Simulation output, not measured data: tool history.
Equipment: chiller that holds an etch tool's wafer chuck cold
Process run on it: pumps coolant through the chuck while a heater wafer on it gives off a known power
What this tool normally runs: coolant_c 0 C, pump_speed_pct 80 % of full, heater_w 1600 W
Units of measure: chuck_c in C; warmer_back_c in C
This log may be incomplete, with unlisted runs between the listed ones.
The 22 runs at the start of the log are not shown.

run	hour	coolant_c	pump_speed_pct	heater_w	chuck_c	warmer_back_c
23	3244.2	0	80	1272	17.8	6.54
24	3368.1	0	80	1272	17.8	6.56
25	3580.5	-5	80	1600	17.6	8.29
26	3673.2	-1	80	1600	21.8	8.21
27	3841.3	-1	80	1600	21.7	8.3
# hour 3861.4: coolant pump overhauled, once more
28	3950	2	70	1600	24.8	8.29
29	4157.4	10	80	1600	30.5	7.27
30	4301.9	10	80	1600	30.6	7.28
31	4396.9	-7	86	1600	12.8	6.76

What if the next run were any one of these 4? Each begins from the tool's condition after run 31:
A	4565.2	-9	97	2027	?	?
B	4565.2	7	79	980	?	?
C	4565.2	6	80	1600	?	?
D	4565.2	2	89	2156	?	?

run	chuck_c	warmer_back_c
A	14.2	7.65
B	19.6	4.52
C	26.9	7.27
D	28.1	8.84
Stripped of hidden state, with their random variation kept, the same runs would have yielded:
run	chuck_c	warmer_back_c
A	12.2	7.52
B	18.7	4.45
C	25.2	7.15
D	25.8	8.69
